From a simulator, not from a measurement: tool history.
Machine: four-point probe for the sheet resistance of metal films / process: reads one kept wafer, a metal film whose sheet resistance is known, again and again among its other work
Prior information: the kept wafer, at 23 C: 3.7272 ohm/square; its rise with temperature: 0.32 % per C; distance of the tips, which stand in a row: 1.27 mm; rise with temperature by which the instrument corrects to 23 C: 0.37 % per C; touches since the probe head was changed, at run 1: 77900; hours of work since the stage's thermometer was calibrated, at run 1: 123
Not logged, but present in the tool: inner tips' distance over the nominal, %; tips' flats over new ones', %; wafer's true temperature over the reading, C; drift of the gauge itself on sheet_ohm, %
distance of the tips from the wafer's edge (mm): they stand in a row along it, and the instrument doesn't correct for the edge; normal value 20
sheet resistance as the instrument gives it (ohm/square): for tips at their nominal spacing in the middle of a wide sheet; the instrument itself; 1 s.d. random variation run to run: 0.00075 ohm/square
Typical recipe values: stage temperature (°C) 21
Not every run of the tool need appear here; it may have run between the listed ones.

| run | hour | stage temperature (°C) | distance of the tips from the wafer's edge (mm) | touches since the probe head was changed | hours of work since the stage's thermometer was calibrated | sheet resistance as the instrument gives it (ohm/square) |
|---|---|---|---|---|---|---|
| 1 | 0.0 | 21 | 20 | 77900 | 123 | 3.715807 |
| 2 | 17.8 | 21 | 20 | 78617 | 132 | 3.715050 |
| 3 | 30.8 | 21 | 20 | 79140 | 138 | 3.715162 |
| 4 | 45.3 | 21 | 14 | 79719 | 146 | 3.722566 |
| 5 | 59.1 | 21 | 37 | 80276 | 153 | 3.709362 |
| 6 | 83.9 | 21 | 5 | 81274 | 166 | 3.831025 |
| 7 | 99.6 | 21 | 23 | 81903 | 174 | 3.712344 |
| 8 | 117.4 | 22 | 20 | 82618 | 183 | 3.712360 |
| 9 | 141.4 | 22 | 20 | 83583 | 195 | 3.711262 |
| 10 | 156.3 | 22 | 20 | 84182 | 203 | 3.712778 |
| 11 | 170.5 | 21 | 20 | 84753 | 210 | 3.713336 |
| 12 | 189.9 | 21 | 20 | 85534 | 220 | 3.714596 |
| 13 | 215.2 | 21 | 20 | 86549 | 233 | 3.713546 |
| 14 | 236.8 | 21 | 20 | 87417 | 244 | 3.712727 |
| 15 | 248.4 | 21 | 20 | 87883 | 250 | 3.713029 |
| 16 | 268.1 | 21 | 6 | 88676 | 260 | 3.792155 |
| 17 | 279.3 | 21 | 6 | 89124 | 266 | 3.792267 |
|  | 281.1 | stage's thermometer calibrated |
| 18 | 299.6 | 21 | 20 | 89922 | 10 | 3.712358 |
| 19 | 319.6 | 21 | 30 | 90726 | 20 | 3.709259 |
| 20 | 344.8 | 21 | 20 | 91737 | 33 | 3.713040 |
| 21 | 355.8 | 23 | 4 | 92180 | 38 | 3.890327 |
| 22 | 367.3 | 33 | 6 | 92642 | 44 | 3.766571 |
| 23 | 383.8 | 33 | 6 | 93305 | 53 | 3.767567 |
| 24 | 403.8 | 33 | 4 | 94107 | 63 | 3.869430 |
| 25 | 417.2 | 33 | 22 | 94646 | 70 | 3.687018 |
|  | 423.6 | stage's thermometer calibrated, once more |
| 26 | 439.3 | 30 | 22 | 95513 | 8 | 3.690896 |
| 27 | 449.5 | 30 | 22 | 95925 | 13 | 3.689978 |
| 28 | 460.0 | 30 | 22 | 96348 | 19 | 3.690051 |
| 29 | 479.2 | 25 | 12 | 97119 | 28 | 3.715710 |
| 30 | 490.8 | 30 | 12 | 97586 | 34 | 3.706090 |
| 31 | 506.6 | 20 | 66 | 98220 | 43 | 3.705140 |
| 32 | 525.6 | 21 | 36 | 98986 | 52 | 3.702251 |
| 33 | 540.4 | 20 | 36 | 99578 | 60 | 3.704988 |
| 34 | 565.8 | 30 | 20 | 100597 | 73 | 3.690030 |
| 35 | 586.5 | 26 | 25 | 101433 | 84 | 3.695736 |

Estimate the outcome of run 36 from the log above:
| 36 | 598.7 | 26 | 25 | 101920 | 90 | ? |

Run 36 measured sheet resistance as the instrument gives it (ohm/square) 3.696370.
Without the tool's hidden state the same run would have given sheet resistance as the instrument gives it (ohm/square) 3.727758.
